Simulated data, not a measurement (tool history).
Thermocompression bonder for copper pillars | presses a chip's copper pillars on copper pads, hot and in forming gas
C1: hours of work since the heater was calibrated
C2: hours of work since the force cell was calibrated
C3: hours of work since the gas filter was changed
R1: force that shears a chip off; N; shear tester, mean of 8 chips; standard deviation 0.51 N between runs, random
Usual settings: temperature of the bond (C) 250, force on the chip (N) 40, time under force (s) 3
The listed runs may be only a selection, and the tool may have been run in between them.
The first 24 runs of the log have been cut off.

Run 25, day 49.233: usual settings but temperature of the bond (C) 246, force on the chip (N) 37, time under force (s) 5; C1 734; C2 313; C3 128. Result: R1 61.4 N.
Run 26, day 51.117: usual settings but temperature of the bond (C) 247, force on the chip (N) 36, time under force (s) 6; C1 760; C2 339; C3 154. Result: R1 64 N.
Run 27, day 53.496: usual settings but temperature of the bond (C) 247, force on the chip (N) 36, time under force (s) 2; C1 792; C2 371; C3 187. Result: R1 45.7 N.
At day 54.771: forming gas filter changed.
Run 28, day 55.612: usual settings but temperature of the bond (C) 247, force on the chip (N) 36, time under force (s) 2; C1 821; C2 400; C3 12. Result: R1 48.9 N.
Run 29, day 57.229: usual settings but temperature of the bond (C) 222, time under force (s) 2; C1 844; C2 422; C3 34. Result: R1 35.5 N.
Run 30, day 59.571: usual settings but temperature of the bond (C) 222, time under force (s) 2; C1 876; C2 455; C3 66. Result: R1 35.2 N.
Run 31, day 61.792: usual settings but temperature of the bond (C) 263, time under force (s) 4; C1 906; C2 485; C3 97. Result: R1 73.8 N.
Run 32, day 64.604: usual settings but temperature of the bond (C) 248, force on the chip (N) 41, time under force (s) 5; C1 945; C2 524; C3 135. Result: R1 67.7 N.
Run 33, day 66.438: usual settings but temperature of the bond (C) 277, force on the chip (N) 38; C1 970; C2 549; C3 161. Result: R1 74.9 N.
Run 34, day 68.171: usual settings but temperature of the bond (C) 277, force on the chip (N) 38; C1 994; C2 573; C3 185. Result: R1 72.9 N.
At day 69.617: forming gas filter changed.
Run 35, day 70.071: usual settings but temperature of the bond (C) 262, force on the chip (N) 50, time under force (s) 4; C1 1020; C2 599; C3 6. Result: R1 84.6 N.
Run 36, day 71.954: usual settings but temperature of the bond (C) 246, force on the chip (N) 42, time under force (s) 5; C1 1046; C2 625; C3 32. Result: R1 71.4 N.
Run 37, day 73.642: usual settings but temperature of the bond (C) 229, force on the chip (N) 33, time under force (s) 2; C1 1069; C2 648; C3 55. Result: R1 34.4 N.
At day 75.488: heater calibrated with a thermocouple chip.
Run 38, day 75.854: usual settings but temperature of the bond (C) 245, force on the chip (N) 48; C1 5; C2 678; C3 85. Result: R1 55.3 N.
Run 39, day 77.538: usual settings but temperature of the bond (C) 271, force on the chip (N) 25, time under force (s) 2; C1 28; C2 701; C3 108. Result: R1 41.9 N.

Forecast each of these 4 alternatives for the next run:
Run A, day 80.396: usual settings but temperature of the bond (C) 243, force on the chip (N) 32, time under force (s) 2; C1 68; C2 740; C3 147. Result: R1 ?.
Run B, day 80.396: usual settings but temperature of the bond (C) 272, time under force (s) 7; C1 68; C2 740; C3 147. Result: R1 ?.
Run C, day 80.396: usual settings but temperature of the bond (C) 251, force on the chip (N) 25, time under force (s) 2; C1 68; C2 740; C3 147. Result: R1 ?.
Run D, day 80.396: usual settings but temperature of the bond (C) 232, force on the chip (N) 52; C1 68; C2 740; C3 147. Result: R1 ?.

run    R1
  A  32.9
  B    78
  C  30.5
  D  47.2
With the hidden condition removed and each run's random variation left untouched, the same runs would have given:
run    R1
  A    37
  B  85.1
  C  34.3
  D  52.7
